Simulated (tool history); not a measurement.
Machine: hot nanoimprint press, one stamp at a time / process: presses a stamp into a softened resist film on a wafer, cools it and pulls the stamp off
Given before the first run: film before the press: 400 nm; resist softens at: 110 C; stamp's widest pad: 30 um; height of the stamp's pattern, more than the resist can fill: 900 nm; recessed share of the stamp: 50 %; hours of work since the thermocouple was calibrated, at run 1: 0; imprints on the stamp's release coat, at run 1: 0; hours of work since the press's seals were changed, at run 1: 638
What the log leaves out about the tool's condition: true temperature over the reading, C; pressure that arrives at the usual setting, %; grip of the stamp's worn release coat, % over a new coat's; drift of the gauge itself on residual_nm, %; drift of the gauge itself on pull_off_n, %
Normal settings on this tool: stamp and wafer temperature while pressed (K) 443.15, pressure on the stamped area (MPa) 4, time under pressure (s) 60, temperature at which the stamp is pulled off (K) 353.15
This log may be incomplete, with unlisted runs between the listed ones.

run     day  stamp and wafer temperature while pressed (K)  pressure on the stamped area (MPa)  time under pressure (s)  temperature at which the stamp is pulled off (K)  hours of work since the thermocouple was calibrated  imprints on the stamp's release coat  hours of work since the press's seals were changed  resist left under the stamp's widest pad (Å)  greatest force while the stamp is pulled off (N)
  1       0                                         443.15                                   4                       60                                            353.15                                                    0                                     0                                                 638                                          1863                                               127
  2   1.088                                         443.15                                   4                       60                                            353.15                                                   18                                   122                                                 656                                          1854                                               126
  3   3.338                                         443.15                                   4                       60                                            353.15                                                   55                                   374                                                 693                                          1860                                               122
  4   5.854                                         443.15                                   4                       60                                            359.15                                                   96                                   655                                                 734                                          1870                                               107
  5   6.917                                         443.15                                   4                       60                                            359.15                                                  113                                   774                                                 751                                          1865                                               109
  6   8.021                                         443.15                                   4                       60                                            359.15                                                  131                                   898                                                 770                                          1869                                               111
  7  10.383                                         443.15                                   4                       60                                            353.15                                                  170                                  1162                                                 808                                          1864                                               130
  8  12.462                                         443.15                                   4                       60                                            353.15                                                  204                                  1395                                                 842                                          1857                                               125
  9  13.621                                         443.15                                   4                       60                                            353.15                                                  223                                  1524                                                 861                                          1904                                               129
 10  15.788                                         443.15                                   4                       88                                            353.15                                                  259                                  1767                                                 897                                          1615                                               126
      17.05  -- stamp cleaned and given a new release coat
     17.392  -- plate thermocouple calibrated
 11  18.138                                         443.15                                   4                       78                                            353.15                                                   12                                   107                                                 929                                          1693                                               124
 12  20.125                                         443.15                                   4                       78                                            353.15                                                   45                                   330                                                 962                                          1666                                               130
 13  21.258                                         443.15                                   4                       78                                            353.15                                                   63                                   457                                                 980                                          1681                                               125
 14  22.408                                         443.15                                   4                       78                                            353.15                                                   82                                   586                                                 999                                          1688                                               132
 15  23.575                                         443.15                                   4                       78                                            353.15                                                  101                                   716                                                1018                                          1691                                               124
 16  25.967                                         443.15                                   4                       78                                            353.15                                                  141                                   984                                                1058                                          1695                                               124
 17  27.254                                         443.15                                   4                       78                                            353.15                                                  162                                  1128                                                1079                                          1689                                               123
 18  28.804                                         443.15                                2.72                       58                                            347.15                                                  187                                  1301                                                1104                                          2192                                               142
 19  30.846                                         439.15                                   4                       60                                            340.15                                                  221                                  1530                                                1138                                          2139                                               165
 20  33.262                                         443.15                                   4                       60                                            344.15                                                  260                                  1800                                                1177                                          1883                                               157
     34.258  -- stamp cleaned and given a new release coat
     34.696  -- plate thermocouple calibrated
 21  35.258                                         443.15                                   4                       60                                            344.15                                                    9                                    98                                                1204                                          1881                                               155
 22   37.55                                         443.15                                   4                       60                                            344.15                                                   47                                   354                                                1241                                          1882                                               148
 23  39.225                                         443.15                                   4                       60                                            344.15                                                   74                                   542                                                1269                                          1862                                               156
 24  41.454                                         435.15                                5.48                      101                                            338.15                                                  111                                   791                                                1305                                          1777                                               173
     43.408  -- press's hydraulic seals changed and the load cell set to zero
 25  43.633                                         435.15                                5.48                      101                                            338.15                                                  141                                   998                                                   4                                          1780                                               173
 26  45.508                                         435.15                                2.74                      101                                            356.15                                                  172                                  1208                                                  34                                          2305                                               117
 27  47.379                                         435.15                                2.74                      101                                            356.15                                                  202                                  1417                                                  65                                          2319                                               122

What does the tool deliver on the next run?
 28  48.708                                         443.15                                2.54                       60                                            352.15                                                  224                                  1566                                                  87                                             ?                                                 ?

resist left under the stamp's widest pad (Å): 2220
greatest force while the stamp is pulled off (N): 130
If the tool had no hidden condition, the same run with the same run-to-run variation would have returned resist left under the stamp's widest pad (Å) 2219, greatest force while the stamp is pulled off (N) 129.

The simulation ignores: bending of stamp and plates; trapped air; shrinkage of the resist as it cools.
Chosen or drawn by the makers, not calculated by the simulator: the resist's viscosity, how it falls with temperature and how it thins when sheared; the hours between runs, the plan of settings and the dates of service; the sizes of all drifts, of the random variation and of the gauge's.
